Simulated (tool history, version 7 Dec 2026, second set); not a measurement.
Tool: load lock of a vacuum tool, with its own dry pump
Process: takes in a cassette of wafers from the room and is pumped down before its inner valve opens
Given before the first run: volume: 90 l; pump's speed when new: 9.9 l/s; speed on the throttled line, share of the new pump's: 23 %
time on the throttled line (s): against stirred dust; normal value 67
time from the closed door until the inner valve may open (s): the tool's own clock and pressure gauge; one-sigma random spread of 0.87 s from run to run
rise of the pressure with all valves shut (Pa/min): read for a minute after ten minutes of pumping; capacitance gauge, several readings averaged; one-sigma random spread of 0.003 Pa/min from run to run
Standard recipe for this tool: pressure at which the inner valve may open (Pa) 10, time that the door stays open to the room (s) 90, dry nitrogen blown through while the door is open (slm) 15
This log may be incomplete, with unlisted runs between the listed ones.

run    hour  time on the throttled line (s)  pressure at which the inner valve may open (Pa)  time that the door stays open to the room (s)  dry nitrogen blown through while the door is open (slm)  incoming humidity of the room's air, %  time from the closed door until the inner valve may open (s)  rise of the pressure with all valves shut (Pa/min)
  1       0                              67                                               10                                             90                                                       15                                    46.5                                                         136.5                                               0.052
  2   679.8                              67                                               10                                             70                                                       15                                    47.3                                                         137.1                                               0.052
  3  1228.6                              67                                               10                                             70                                                       15                                    43.4                                                         138.4                                                0.05
  4  1861.2                              67                                                7                                             90                                                       15                                      45                                                         142.6                                                0.06
  5  2323.3                              67                                               10                                             90                                                       15                                    47.5                                                         139.5                                               0.069
  6  2938.5                             108                                               10                                             90                                                       15                                    43.8                                                         170.9                                               0.069
  7  3387.5                             132                                               12                                             78                                                        7                                    46.8                                                         185.5                                               0.079
  8  3883.2                             132                                               12                                             78                                                        7                                    47.3                                                         186.8                                                0.09
  9    4267                              67                                               15                                            210                                                       31                                    41.8                                                           136                                               0.078
 10  4795.3                              52                                                8                                            210                                                       29                                    49.2                                                         131.6                                               0.089
 11  5269.7                              52                                               12                                            150                                                       15                                      45                                                         127.6                                               0.099
 12  5938.9                              41                                               10                                             29                                                       15                                    45.4                                                         121.6                                               0.085

Consider 5 possible next runs. They are alternatives, not a sequence: every one starts from the tool as it was left by run 12. What does each give?
  A  6298.7                              41                                               10                                             29                                                       19                                    44.7                                                             ?                                                   ?
  B  6298.7                              67                                               10                                            148                                                       15                                    45.3                                                             ?                                                   ?
  C  6298.7                              67                                               10                                            163                                                       15                                    46.5                                                             ?                                                   ?
  D  6298.7                              41                                               17                                             43                                                       10                                    45.3                                                             ?                                                   ?
  E  6298.7                              49                                               14                                             90                                                       27                                    45.3                                                             ?                                                   ?

run  time from the closed door until the inner valve may open (s)  rise of the pressure with all valves shut (Pa/min)
  A                                                         123.2                                                0.08
  B                                                         140.8                                               0.102
  C                                                           143                                               0.108
  D                                                         117.4                                               0.091
  E                                                         124.7                                               0.079
With no hidden state in the tool, these same runs would have given:
run  time from the closed door until the inner valve may open (s)  rise of the pressure with all valves shut (Pa/min)
  A                                                         116.4                                                0.03
  B                                                         134.7                                               0.052
  C                                                         136.8                                               0.058
  D                                                         111.1                                               0.041
  E                                                         118.5                                               0.029
